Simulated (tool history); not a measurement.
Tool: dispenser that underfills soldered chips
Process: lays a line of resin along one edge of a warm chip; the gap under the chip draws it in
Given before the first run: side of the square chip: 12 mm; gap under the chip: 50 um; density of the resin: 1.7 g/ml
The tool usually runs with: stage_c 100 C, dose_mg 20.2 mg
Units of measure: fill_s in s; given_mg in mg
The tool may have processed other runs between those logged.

run,day,stage_c,dose_mg,fill_s,given_mg
1,0,100,20.2,167.2,19.96
2,0.188,100,19,208.2,18.79
3,0.321,100,19,246.9,18.78
# day 0.396: new syringe of resin
4,0.479,100,20.2,121,19.95
5,0.646,113,20.2,95,20
6,0.804,110,20.2,125.8,19.95
7,1.088,110,20.2,176.3,19.93
# day 1.162: new syringe of resin
8,1.233,110,20.2,86.7,19.95
9,1.479,91,20.2,217.6,19.83
10,1.638,91,20.3,261.3,20.02
# day 1.912: new syringe of resin
11,1.912,101,25.5,104.1,25.07
12,2.162,91,21.7,197.5,21.26
13,2.358,87,20.2,291.4,19.83
14,2.512,87,17.4,353.8,17.02
# day 2.662: new syringe of resin
15,2.75,87,22.6,191.4,22.08
16,3.029,87,22.6,268,22.06
17,3.283,109,19.4,174.6,18.97
# day 3.417: new syringe of resin
18,3.575,100,23.3,129.6,22.66
19,3.858,100,23.3,183.6,22.64
20,3.983,100,23.3,211.5,22.59

5 ways to go on from here, each from the tool as it stands after run 20. What would each give?
# day 4.175: new syringe of resin
A,4.225,104,22.6,?,?
# day 4.175: new syringe of resin
B,4.225,97,23.2,?,?
# day 4.175: new syringe of resin
C,4.225,100,19.7,?,?
# day 4.175: new syringe of resin
D,4.225,103,21.3,?,?
# day 4.175: new syringe of resin
E,4.225,88,22,?,?

run,fill_s,given_mg
A,100.2,22.04
B,125.7,22.51
C,114.2,19.09
D,102.1,20.65
E,171.5,21.3
Had the tool no hidden state, the same runs would have come out as:
run,fill_s,given_mg
A,98.8,22.71
B,124.2,23.2
C,112.4,19.67
D,100.6,21.28
E,169.6,21.96
